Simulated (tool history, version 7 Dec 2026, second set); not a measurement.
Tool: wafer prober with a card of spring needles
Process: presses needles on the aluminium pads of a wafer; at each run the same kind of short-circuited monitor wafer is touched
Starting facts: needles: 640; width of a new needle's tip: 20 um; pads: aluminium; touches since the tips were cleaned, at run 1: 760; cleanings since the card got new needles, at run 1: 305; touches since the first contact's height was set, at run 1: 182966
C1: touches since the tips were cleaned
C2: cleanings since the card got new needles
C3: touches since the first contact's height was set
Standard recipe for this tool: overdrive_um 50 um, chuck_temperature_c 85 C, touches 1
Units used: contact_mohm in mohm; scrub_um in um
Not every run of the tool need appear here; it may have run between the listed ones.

Run 1, day 0: usual settings; C1 760; C2 305; C3 182966. Result: contact_mohm 418 mohm, scrub_um 6.64 um.
At day 0.221: tips cleaned on abrasive film.
At day 0.579: tips cleaned on abrasive film.
At day 0.942: tips cleaned on abrasive film.
At day 1.304: tips cleaned on abrasive film.
At day 1.667: tips cleaned on abrasive film.
At day 1.954: tips cleaned on abrasive film.
At day 2.317: tips cleaned on abrasive film.
At day 2.608: tips cleaned on abrasive film.
Run 2, day 2.646: usual settings; C1 241; C2 313; C3 199772. Result: contact_mohm 331 mohm, scrub_um 6.47 um.
At day 2.938: tips cleaned on abrasive film.
At day 3.225: tips cleaned on abrasive film.
At day 3.588: tips cleaned on abrasive film.
At day 3.95: tips cleaned on abrasive film.
At day 4.312: tips cleaned on abrasive film.
At day 4.6: tips cleaned on abrasive film.
At day 4.912: tips cleaned on abrasive film.
Run 3, day 4.912: usual settings; C1 0; C2 320; C3 214164. Result: contact_mohm 295 mohm, scrub_um 6.14 um.
At day 5.204: tips cleaned on abrasive film.
At day 5.492: tips cleaned on abrasive film.
At day 5.854: tips cleaned on abrasive film.
At day 6.217: tips cleaned on abrasive film.
At day 6.508: tips cleaned on abrasive film.
At day 6.867: tips cleaned on abrasive film.
At day 7.229: tips cleaned on abrasive film.
At day 7.521: tips cleaned on abrasive film.
At day 7.883: tips cleaned on abrasive film.
At day 8.242: tips cleaned on abrasive film.
At day 8.254: height of the first contact set anew.
Run 4, day 8.367: usual settings; C1 698; C2 330; C3 698. Result: contact_mohm 335 mohm, scrub_um 8.25 um.
At day 8.583: tips cleaned on abrasive film.
At day 8.946: tips cleaned on abrasive film.
At day 9.238: tips cleaned on abrasive film.
At day 9.596: tips cleaned on abrasive film.
At day 9.958: tips cleaned on abrasive film.
At day 10.25: tips cleaned on abrasive film.
At day 10.612: tips cleaned on abrasive film.
Run 5, day 10.725: usual settings; C1 736; C2 337; C3 15698. Result: contact_mohm 359 mohm, scrub_um 7.97 um.
At day 10.946: tips cleaned on abrasive film.
At day 11.233: tips cleaned on abrasive film.
At day 11.596: tips cleaned on abrasive film.
At day 11.958: tips cleaned on abrasive film.
Run 6, day 12.179: usual settings but touches 2; C1 1414; C2 341; C3 24934. Result: contact_mohm 355 mohm, scrub_um 7.97 um.
At day 12.254: tips cleaned on abrasive film.
At day 12.617: tips cleaned on abrasive film.
At day 12.975: tips cleaned on abrasive film.
At day 13.338: tips cleaned on abrasive film.
At day 13.7: tips cleaned on abrasive film.
Run 7, day 13.838: usual settings but touches 2; C1 880; C2 346; C3 35476. Result: contact_mohm 336 mohm, scrub_um 7.92 um.
At day 14.054: tips cleaned on abrasive film.
At day 14.417: tips cleaned on abrasive film.
At day 14.779: tips cleaned on abrasive film.
At day 15.142: tips cleaned on abrasive film.
At day 15.504: tips cleaned on abrasive film.
At day 15.792: tips cleaned on abrasive film.
At day 16.154: tips cleaned on abrasive film.
At day 16.517: tips cleaned on abrasive film.
At day 16.879: tips cleaned on abrasive film.
Run 8, day 17.025: usual settings but overdrive_um 39 um; C1 931; C2 355; C3 55731. Result: contact_mohm 491 mohm, scrub_um 5.92 um.
At day 17.238: tips cleaned on abrasive film.
At day 17.6: tips cleaned on abrasive film.
At day 17.962: tips cleaned on abrasive film.
At day 18.254: tips cleaned on abrasive film.
At day 18.612: tips cleaned on abrasive film.
Run 9, day 18.767: usual settings but overdrive_um 39 um; C1 980; C2 360; C3 66814. Result: contact_mohm 534 mohm, scrub_um 5.69 um.
At day 18.912: tips cleaned on abrasive film.
At day 19.204: tips cleaned on abrasive film.
At day 19.567: tips cleaned on abrasive film.
At day 19.929: tips cleaned on abrasive film.
At day 20.217: tips cleaned on abrasive film.
At day 20.579: tips cleaned on abrasive film.
At day 20.871: tips cleaned on abrasive film.
At day 21.233: tips cleaned on abrasive film.
At day 21.521: tips cleaned on abrasive film.
At day 21.883: tips cleaned on abrasive film.
At day 22.175: tips cleaned on abrasive film.
Run 10, day 22.321: usual settings but overdrive_um 39 um; C1 942; C2 371; C3 89381. Result: contact_mohm 536 mohm, scrub_um 5.61 um.
At day 22.467: tips cleaned on abrasive film.
At day 22.829: tips cleaned on abrasive film.
At day 23.117: tips cleaned on abrasive film.
At day 23.479: tips cleaned on abrasive film.
At day 23.771: tips cleaned on abrasive film.
At day 24.271: card fitted with new needles.
At day 24.633: tips cleaned on abrasive film.
At day 24.921: tips cleaned on abrasive film.
At day 25.283: tips cleaned on abrasive film.
At day 25.575: tips cleaned on abrasive film.
At day 25.938: tips cleaned on abrasive film.
At day 26.246: tips cleaned on abrasive film.
Run 11, day 26.246: usual settings but overdrive_um 52 um, chuck_temperature_c 37 C; C1 0; C2 6; C3 12551. Result: contact_mohm 237 mohm, scrub_um 8.39 um.
At day 26.608: tips cleaned on abrasive film.
At day 26.971: tips cleaned on abrasive film.
At day 27.333: tips cleaned on abrasive film.
At day 27.692: tips cleaned on abrasive film.
At day 28.054: tips cleaned on abrasive film.
At day 28.346: tips cleaned on abrasive film.
At day 28.708: tips cleaned on abrasive film.
At day 29.071: tips cleaned on abrasive film.
At day 29.425: tips cleaned on abrasive film.
Run 12, day 29.425: usual settings but overdrive_um 52 um, chuck_temperature_c 54 C, touches 2; C1 0; C2 15; C3 32772. Result: contact_mohm 238 mohm, scrub_um 8.2 um.
At day 29.788: tips cleaned on abrasive film.
At day 30.079: tips cleaned on abrasive film.
At day 30.442: tips cleaned on abrasive film.
At day 30.729: tips cleaned on abrasive film.
At day 31.092: tips cleaned on abrasive film.
At day 31.454: tips cleaned on abrasive film.
At day 31.746: tips cleaned on abrasive film.
At day 32.033: tips cleaned on abrasive film.
At day 32.396: tips cleaned on abrasive film.
Run 13, day 32.5: usual settings but chuck_temperature_c 107 C, touches 3; C1 655; C2 24; C3 52291. Result: contact_mohm 267 mohm, scrub_um 7.79 um.
At day 32.717: tips cleaned on abrasive film.
At day 33.008: tips cleaned on abrasive film.
At day 33.371: tips cleaned on abrasive film.
At day 33.729: tips cleaned on abrasive film.
At day 34.092: tips cleaned on abrasive film.
At day 34.383: tips cleaned on abrasive film.
At day 34.746: tips cleaned on abrasive film.
At day 35.108: tips cleaned on abrasive film.
At day 35.417: tips cleaned on abrasive film.
Run 14, day 35.417: usual settings but overdrive_um 40 um, chuck_temperature_c 33 C, touches 2; C1 0; C2 33; C3 70833. Result: contact_mohm 248 mohm, scrub_um 5.89 um.
At day 35.708: tips cleaned on abrasive film.
At day 36: tips cleaned on abrasive film.
At day 36.362: tips cleaned on abrasive film.
At day 36.721: tips cleaned on abrasive film.
At day 37.012: tips cleaned on abrasive film.
At day 37.375: tips cleaned on abrasive film.
At day 37.667: tips cleaned on abrasive film.
At day 38.025: tips cleaned on abrasive film.
At day 38.317: tips cleaned on abrasive film.
Run 15, day 38.533: usual settings but overdrive_um 54 um, chuck_temperature_c 30 C; C1 1400; C2 42; C3 90640. Result: contact_mohm 312 mohm, scrub_um 7.96 um.
At day 38.608: tips cleaned on abrasive film.
At day 38.9: tips cleaned on abrasive film.
At day 39.188: tips cleaned on abrasive film.
At day 39.55: tips cleaned on abrasive film.
At day 39.842: tips cleaned on abrasive film.
At day 40.204: tips cleaned on abrasive film.
At day 40.492: tips cleaned on abrasive film.
At day 40.854: tips cleaned on abrasive film.
At day 41.146: tips cleaned on abrasive film.
At day 41.504: tips cleaned on abrasive film.
Run 16, day 41.504: usual settings but overdrive_um 55 um, chuck_temperature_c 83 C, touches 2; C1 0; C2 52; C3 109486. Result: contact_mohm 255 mohm, scrub_um 8.14 um.
At day 41.867: tips cleaned on abrasive film.
At day 42.229: tips cleaned on abrasive film.
At day 42.592: tips cleaned on abrasive film.
At day 42.954: tips cleaned on abrasive film.
At day 43.312: tips cleaned on abrasive film.
At day 43.675: tips cleaned on abrasive film.
At day 44.038: tips cleaned on abrasive film.
At day 44.329: tips cleaned on abrasive film.
Run 17, day 44.438: usual settings but overdrive_um 33 um, chuck_temperature_c 37 C, touches 2; C1 691; C2 60; C3 128122. Result: contact_mohm 350 mohm, scrub_um 4.32 um.
At day 44.654: tips cleaned on abrasive film.
At day 45.017: tips cleaned on abrasive film.
At day 45.379: tips cleaned on abrasive film.
At day 45.738: tips cleaned on abrasive film.
At day 46.029: tips cleaned on abrasive film.
At day 46.392: tips cleaned on abrasive film.
At day 46.683: tips cleaned on abrasive film.
At day 47.042: tips cleaned on abrasive film.
Run 18, day 47.067: usual settings but overdrive_um 33 um, chuck_temperature_c 37 C, touches 2; C1 158; C2 68; C3 144844. Result: contact_mohm 284 mohm, scrub_um 4.27 um.
At day 47.358: tips cleaned on abrasive film.
At day 47.721: tips cleaned on abrasive film.
At day 48.083: tips cleaned on abrasive film.
At day 48.446: tips cleaned on abrasive film.
At day 48.804: tips cleaned on abrasive film.
At day 49.096: tips cleaned on abrasive film.
At day 49.458: tips cleaned on abrasive film.
Run 19, day 49.538: usual settings but overdrive_um 33 um, chuck_temperature_c 95 C, touches 2; C1 510; C2 75; C3 160538. Result: contact_mohm 367 mohm, scrub_um 4.08 um.

What if the next run were any one of these 3? Each begins from the tool's condition after run 19:
At day 49.754: tips cleaned on abrasive film.
At day 50.046: tips cleaned on abrasive film.
At day 50.408: tips cleaned on abrasive film.
At day 50.7: tips cleaned on abrasive film.
At day 51.058: tips cleaned on abrasive film.
At day 51.421: tips cleaned on abrasive film.
At day 51.783: tips cleaned on abrasive film.
At day 52.146: tips cleaned on abrasive film.
Run A, day 52.429: usual settings but overdrive_um 47 um, touches 3; C1 1833; C2 83; C3 178937. Result: contact_mohm ?, scrub_um ?.
At day 49.754: tips cleaned on abrasive film.
At day 50.046: tips cleaned on abrasive film.
At day 50.408: tips cleaned on abrasive film.
At day 50.7: tips cleaned on abrasive film.
At day 51.058: tips cleaned on abrasive film.
At day 51.421: tips cleaned on abrasive film.
At day 51.783: tips cleaned on abrasive film.
At day 52.146: tips cleaned on abrasive film.
Run B, day 52.429: usual settings but overdrive_um 33 um, chuck_temperature_c 113 C, touches 3; C1 1833; C2 83; C3 178937. Result: contact_mohm ?, scrub_um ?.
At day 49.754: tips cleaned on abrasive film.
At day 50.046: tips cleaned on abrasive film.
At day 50.408: tips cleaned on abrasive film.
At day 50.7: tips cleaned on abrasive film.
At day 51.058: tips cleaned on abrasive film.
At day 51.421: tips cleaned on abrasive film.
At day 51.783: tips cleaned on abrasive film.
At day 52.146: tips cleaned on abrasive film.
Run C, day 52.429: usual settings but overdrive_um 39 um, chuck_temperature_c 97 C, touches 2; C1 1833; C2 83; C3 178937. Result: contact_mohm ?, scrub_um ?.

run  contact_mohm  scrub_um
  A           317      6.15
  B           430      3.79
  C           433      4.81
With no hidden state in the tool, these same runs would have given:
run  contact_mohm  scrub_um
  A           244      7.67
  B           261      5.32
  C           253      6.32

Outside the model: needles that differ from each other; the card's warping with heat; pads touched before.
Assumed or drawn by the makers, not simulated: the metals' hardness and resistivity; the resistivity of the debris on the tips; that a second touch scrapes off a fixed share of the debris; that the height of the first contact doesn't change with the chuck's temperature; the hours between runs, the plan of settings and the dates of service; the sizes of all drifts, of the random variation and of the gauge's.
